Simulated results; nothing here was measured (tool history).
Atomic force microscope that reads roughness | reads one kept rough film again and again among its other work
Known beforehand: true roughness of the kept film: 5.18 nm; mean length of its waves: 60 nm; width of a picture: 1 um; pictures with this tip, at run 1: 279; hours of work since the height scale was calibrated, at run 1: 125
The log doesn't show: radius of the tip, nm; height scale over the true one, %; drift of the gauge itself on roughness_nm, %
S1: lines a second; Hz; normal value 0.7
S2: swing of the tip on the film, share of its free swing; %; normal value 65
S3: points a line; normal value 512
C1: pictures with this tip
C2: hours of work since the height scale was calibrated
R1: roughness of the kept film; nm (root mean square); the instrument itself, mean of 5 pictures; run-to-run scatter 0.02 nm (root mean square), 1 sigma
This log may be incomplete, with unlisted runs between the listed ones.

run 1 hour=0 | S1=0.7 S2=65 S3=512 | C1=279 C2=125 | R1=4.554
-- hour=22.3 new tip fitted
run 2 hour=22.4 | S1=0.7 S2=65 S3=512 | C1=0 C2=135 | R1=4.926
run 3 hour=37.5 | S1=0.787 S2=65 S3=512 | C1=19 C2=142 | R1=4.906
run 4 hour=50 | S1=0.787 S2=65 S3=512 | C1=34 C2=147 | R1=4.912
run 5 hour=77.9 | S1=0.787 S2=65 S3=512 | C1=68 C2=160 | R1=4.853
run 6 hour=107.6 | S1=0.787 S2=69 S3=512 | C1=104 C2=173 | R1=4.783
run 7 hour=134.2 | S1=1.583 S2=65 S3=512 | C1=136 C2=185 | R1=4.691
run 8 hour=154.8 | S1=1.583 S2=65 S3=512 | C1=161 C2=194 | R1=4.676
run 9 hour=179 | S1=0.7 S2=65 S3=512 | C1=190 C2=205 | R1=4.742
run 10 hour=193.3 | S1=0.563 S2=65 S3=512 | C1=208 C2=211 | R1=4.706
run 11 hour=220.1 | S1=0.563 S2=65 S3=512 | C1=240 C2=223 | R1=4.666
run 12 hour=234.2 | S1=0.7 S2=65 S3=892 | C1=257 C2=230 | R1=4.623
run 13 hour=262.2 | S1=0.7 S2=65 S3=892 | C1=291 C2=242 | R1=4.612
-- hour=272.7 new tip fitted
run 14 hour=283.5 | S1=0.7 S2=65 S3=892 | C1=14 C2=252 | R1=4.981
run 15 hour=310.7 | S1=0.7 S2=65 S3=892 | C1=47 C2=264 | R1=4.86
run 16 hour=330.8 | S1=0.7 S2=65 S3=892 | C1=71 C2=273 | R1=4.842
run 17 hour=358.9 | S1=0.7 S2=65 S3=347 | C1=105 C2=285 | R1=4.794
run 18 hour=384.4 | S1=0.7 S2=65 S3=347 | C1=136 C2=297 | R1=4.732
run 19 hour=413.5 | S1=0.7 S2=65 S3=347 | C1=171 C2=310 | R1=4.718
run 20 hour=433.2 | S1=0.7 S2=65 S3=347 | C1=195 C2=319 | R1=4.688
run 21 hour=446.8 | S1=0.7 S2=65 S3=512 | C1=212 C2=325 | R1=4.69
run 22 hour=459.2 | S1=0.7 S2=65 S3=512 | C1=227 C2=330 | R1=4.65
run 23 hour=476.9 | S1=0.7 S2=65 S3=512 | C1=248 C2=338 | R1=4.617
run 24 hour=491.1 | S1=0.7 S2=65 S3=725 | C1=266 C2=345 | R1=4.602
run 25 hour=508.2 | S1=0.7 S2=65 S3=725 | C1=286 C2=352 | R1=4.588
-- hour=523.4 new tip fitted
run 26 hour=536.5 | S1=0.7 S2=65 S3=725 | C1=16 C2=365 | R1=4.938
run 27 hour=557.9 | S1=0.7 S2=65 S3=725 | C1=42 C2=374 | R1=4.861
run 28 hour=572.6 | S1=0.7 S2=65 S3=725 | C1=60 C2=381 | R1=4.884
run 29 hour=594.8 | S1=1.78 S2=65 S3=495 | C1=87 C2=391 | R1=4.725
run 30 hour=615 | S1=1.657 S2=65 S3=377 | C1=111 C2=400 | R1=4.694
run 31 hour=630.6 | S1=3.389 S2=65 S3=605 | C1=130 C2=407 | R1=4.511
run 32 hour=643.1 | S1=3.389 S2=65 S3=605 | C1=145 C2=413 | R1=4.527
run 33 hour=672.9 | S1=3.389 S2=65 S3=605 | C1=182 C2=426 | R1=4.471
run 34 hour=703.2 | S1=2.131 S2=60 S3=673 | C1=218 C2=440 | R1=4.608
run 35 hour=728.3 | S1=1.485 S2=78 S3=498 | C1=249 C2=451 | R1=4.444
run 36 hour=742.9 | S1=0.628 S2=65 S3=273 | C1=267 C2=457 | R1=4.603
run 37 hour=767.7 | S1=0.7 S2=77 S3=512 | C1=297 C2=469 | R1=4.539
-- hour=774 new tip fitted
run 38 hour=782.7 | S1=0.562 S2=65 S3=449 | C1=10 C2=475 | R1=4.919
run 39 hour=812.6 | S1=0.7 S2=86 S3=512 | C1=47 C2=488 | R1=4.692
run 40 hour=825.8 | S1=2.006 S2=61 S3=551 | C1=63 C2=494 | R1=4.77
run 41 hour=838 | S1=2.006 S2=61 S3=551 | C1=77 C2=500 | R1=4.714
run 42 hour=851.7 | S1=0.763 S2=61 S3=351 | C1=94 C2=506 | R1=4.817
run 43 hour=876.6 | S1=0.7 S2=65 S3=992 | C1=124 C2=517 | R1=4.773
run 44 hour=893.2 | S1=0.7 S2=65 S3=992 | C1=144 C2=525 | R1=4.749
run 45 hour=922.1 | S1=0.7 S2=65 S3=992 | C1=179 C2=538 | R1=4.689
run 46 hour=937.6 | S1=0.7 S2=58 S3=512 | C1=198 C2=545 | R1=4.743
run 47 hour=962.3 | S1=3.745 S2=63 S3=330 | C1=228 C2=556 | R1=4.37
run 48 hour=988.6 | S1=1.107 S2=78 S3=700 | C1=260 C2=567 | R1=4.486
run 49 hour=1010.3 | S1=1.366 S2=87 S3=512 | C1=286 C2=577 | R1=4.29
-- hour=1024.8 new tip fitted
run 50 hour=1024.8 | S1=0.926 S2=87 S3=288 | C1=0 C2=583 | R1=4.697
run 51 hour=1044.8 | S1=2.701 S2=65 S3=734 | C1=25 C2=592 | R1=4.712
run 52 hour=1061.1 | S1=2.701 S2=65 S3=734 | C1=45 C2=600 | R1=4.664

Across each entry between runs, compare the hidden state at the last listed run before it with the hidden state at the first listed run after it:
Between runs 1 and 2: new tip fitted (hour 22.3)
  radius of the tip, nm: 20.2 -> 5.1; height scale over the true one, %: -0.19 -> -0.21
  measured value less the no-hidden-state value, R1: -0.393 -> -0.012 nm (root mean square)
Between runs 13 and 14: new tip fitted (hour 272.7)
  radius of the tip, nm: 18.6 -> 6.1; height scale over the true one, %: -0.38 -> -0.4
  measured value less the no-hidden-state value, R1: -0.365 -> -0.05 nm (root mean square)
Between runs 25 and 26: new tip fitted (hour 523.4)
  radius of the tip, nm: 18.6 -> 6; height scale over the true one, %: -0.57 -> -0.59
  measured value less the no-hidden-state value, R1: -0.374 -> -0.056 nm (root mean square)
Between runs 37 and 38: new tip fitted (hour 774)
  radius of the tip, nm: 18.8 -> 5.6; height scale over the true one, %: -0.76 -> -0.77
  measured value less the no-hidden-state value, R1: -0.384 -> -0.054 nm (root mean square)
Between runs 49 and 50: new tip fitted (hour 1024.8)
  radius of the tip, nm: 18.4 -> 5; height scale over the true one, %: -0.94 -> -0.95
  measured value less the no-hidden-state value, R1: -0.36 -> -0.046 nm (root mean square)

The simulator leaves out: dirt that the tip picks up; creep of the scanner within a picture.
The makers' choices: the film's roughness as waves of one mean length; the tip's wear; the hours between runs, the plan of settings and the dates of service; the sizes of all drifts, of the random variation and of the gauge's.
